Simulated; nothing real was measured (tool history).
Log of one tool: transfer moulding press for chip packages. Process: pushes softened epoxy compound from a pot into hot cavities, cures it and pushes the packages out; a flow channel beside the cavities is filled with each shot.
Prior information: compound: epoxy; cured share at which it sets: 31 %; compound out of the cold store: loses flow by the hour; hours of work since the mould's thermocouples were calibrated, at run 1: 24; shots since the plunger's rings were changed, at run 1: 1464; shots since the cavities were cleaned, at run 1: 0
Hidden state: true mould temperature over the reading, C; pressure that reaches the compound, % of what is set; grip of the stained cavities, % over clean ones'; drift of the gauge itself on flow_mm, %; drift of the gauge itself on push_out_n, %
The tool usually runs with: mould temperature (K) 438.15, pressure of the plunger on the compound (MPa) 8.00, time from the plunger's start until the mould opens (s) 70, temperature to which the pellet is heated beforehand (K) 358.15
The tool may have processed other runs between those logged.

| run | day | mould temperature (K) | pressure of the plunger on the compound (MPa) | time from the plunger's start until the mould opens (s) | temperature to which the pellet is heated beforehand (K) | hours of work since the mould's thermocouples were calibrated | shots since the plunger's rings were changed | shots since the cavities were cleaned | incoming compound's hours out of the cold store | length that the compound runs in the flow channel (mm) | greatest force on the pins that push the packages out (N) |
|---|---|---|---|---|---|---|---|---|---|---|---|
| 1 | 0.000 | 438.15 | 8.00 | 70 | 358.15 | 24 | 1464 | 0 | 44.4 | 623 | 443 |
| 2 | 0.667 | 433.15 | 8.00 | 70 | 358.15 | 32 | 1650 | 186 | 27.2 | 690 | 773 |
| 3 | 1.458 | 438.15 | 7.16 | 70 | 358.15 | 42 | 1870 | 406 | 31.5 | 612 | 625 |
| 4 | 2.350 | 438.15 | 7.16 | 70 | 358.15 | 53 | 2117 | 653 | 44.6 | 580 | 673 |
| 5 | 2.846 | 438.15 | 7.16 | 70 | 358.15 | 59 | 2256 | 792 | 11.4 | 694 | 763 |
|  | 3.488 | cavities cleaned with cleaning compound and waxed |
| 6 | 3.779 | 438.15 | 7.16 | 70 | 358.15 | 70 | 2499 | 82 | 40.0 | 584 | 524 |
| 7 | 4.742 | 438.15 | 7.16 | 70 | 358.15 | 82 | 2766 | 349 | 47.0 | 562 | 592 |
| 8 | 5.329 | 438.15 | 7.16 | 70 | 358.15 | 89 | 2930 | 513 | 36.8 | 591 | 683 |
| 9 | 5.746 | 438.15 | 7.52 | 70 | 358.15 | 95 | 3046 | 629 | 34.0 | 625 | 686 |
| 10 | 6.683 | 438.15 | 7.52 | 70 | 358.15 | 106 | 3307 | 890 | 14.8 | 693 | 784 |
|  | 6.979 | cavities cleaned with cleaning compound and waxed |
| 11 | 7.629 | 438.15 | 7.52 | 70 | 358.15 | 117 | 3553 | 181 | 31.6 | 616 | 554 |
| 12 | 8.500 | 438.15 | 7.52 | 70 | 358.15 | 128 | 3795 | 423 | 35.7 | 601 | 621 |
| 13 | 9.067 | 438.15 | 7.52 | 70 | 358.15 | 135 | 3953 | 581 | 8.7 | 706 | 722 |
| 14 | 9.504 | 438.15 | 8.00 | 70 | 357.15 | 141 | 4075 | 703 | 25.2 | 655 | 738 |
| 15 | 9.929 | 438.15 | 8.00 | 70 | 357.15 | 146 | 4193 | 821 | 27.9 | 650 | 746 |
|  | 10.417 | cavities cleaned with cleaning compound and waxed |
| 16 | 10.717 | 438.15 | 6.14 | 70 | 357.15 | 155 | 4395 | 84 | 20.4 | 600 | 524 |
|  | 11.317 | plunger's sealing rings changed |
| 17 | 11.379 | 441.15 | 7.91 | 101 | 357.15 | 162 | 17 | 239 | 11.2 | 727 | 446 |
| 18 | 12.129 | 441.15 | 7.91 | 101 | 356.15 | 172 | 225 | 447 | 29.8 | 663 | 481 |
| 19 | 13.033 | 444.15 | 8.00 | 70 | 350.15 | 183 | 477 | 699 | 44.0 | 613 | 576 |
|  | 13.950 | cavities cleaned with cleaning compound and waxed |
| 20 | 13.950 | 444.15 | 6.94 | 70 | 367.15 | 194 | 716 | 0 | 10.5 | 671 | 374 |
| 21 | 14.442 | 444.15 | 6.94 | 70 | 367.15 | 200 | 852 | 136 | 19.0 | 640 | 425 |
| 22 | 14.846 | 438.15 | 8.51 | 70 | 361.15 | 205 | 965 | 249 | 11.5 | 756 | 615 |
| 23 | 15.408 | 438.15 | 8.51 | 70 | 361.15 | 212 | 1121 | 405 | 20.1 | 728 | 648 |
| 24 | 16.233 | 438.15 | 8.51 | 70 | 361.15 | 222 | 1351 | 635 | 40.1 | 649 | 690 |
| 25 | 16.954 | 445.15 | 8.73 | 70 | 358.15 | 231 | 1551 | 835 | 11.3 | 751 | 615 |
|  | 17.400 | cavities cleaned with cleaning compound and waxed |
| 26 | 17.804 | 445.15 | 8.73 | 70 | 358.15 | 241 | 1770 | 112 | 34.6 | 662 | 419 |
| 27 | 18.712 | 444.15 | 8.31 | 70 | 361.15 | 252 | 2023 | 365 | 36.7 | 633 | 523 |
| 28 | 19.658 | 444.15 | 8.76 | 74 | 368.15 | 264 | 2287 | 629 | 46.9 | 607 | 564 |

Predict each of these 3 candidate next runs independently; none follows another, all start after run 28:
| A | 20.242 | 438.15 | 8.00 | 87 | 358.15 | 271 | 2449 | 791 | 33.2 | ? | ? |
| B | 20.242 | 434.15 | 9.18 | 74 | 359.15 | 271 | 2449 | 791 | 28.9 | ? | ? |
| C | 20.242 | 434.15 | 6.69 | 104 | 368.15 | 271 | 2449 | 791 | 24.9 | ? | ? |

| run | length that the compound runs in the flow channel (mm) | greatest force on the pins that push the packages out (N) |
|---|---|---|
| A | 647 | 618 |
| B | 718 | 882 |
| C | 624 | 585 |
Stripped of hidden state, with their random variation kept, the same runs would have yielded:
| run | length that the compound runs in the flow channel (mm) | greatest force on the pins that push the packages out (N) |
|---|---|---|
| A | 666 | 375 |
| B | 738 | 529 |
| C | 642 | 357 |
